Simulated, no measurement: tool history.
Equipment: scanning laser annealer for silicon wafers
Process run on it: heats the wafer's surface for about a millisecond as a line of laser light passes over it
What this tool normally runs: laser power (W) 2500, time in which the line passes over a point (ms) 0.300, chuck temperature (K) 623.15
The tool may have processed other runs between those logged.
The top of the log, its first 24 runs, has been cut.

| run | hour | laser power (W) | time in which the line passes over a point (ms) | chuck temperature (K) | highest temperature of the surface (K) |
|---|---|---|---|---|---|
| 25 | 1365.7 | 2292 | 0.316 | 602.15 | 1267.15 |
| 26 | 1436.9 | 2668 | 0.255 | 623.15 | 1299.15 |
| 27 | 1495.3 | 2668 | 0.255 | 660.15 | 1339.15 |
|  | 1532.8 | window over the wafer cleaned |
| 28 | 1567.9 | 2500 | 0.221 | 618.15 | 1211.15 |
| 29 | 1615.6 | 2317 | 0.300 | 623.15 | 1274.15 |
| 30 | 1665.9 | 2707 | 0.324 | 623.15 | 1409.15 |
| 31 | 1739.8 | 2202 | 0.328 | 623.15 | 1276.15 |
| 32 | 1818.2 | 2500 | 0.245 | 588.15 | 1216.15 |

For run 33, what comes out?
| 33 | 1854.6 | 2500 | 0.245 | 588.15 | ? |

highest temperature of the surface (K): 1215.15
If the tool had no hidden condition, the same run with the same run-to-run variation would have returned highest temperature of the surface (K) 1215.15.

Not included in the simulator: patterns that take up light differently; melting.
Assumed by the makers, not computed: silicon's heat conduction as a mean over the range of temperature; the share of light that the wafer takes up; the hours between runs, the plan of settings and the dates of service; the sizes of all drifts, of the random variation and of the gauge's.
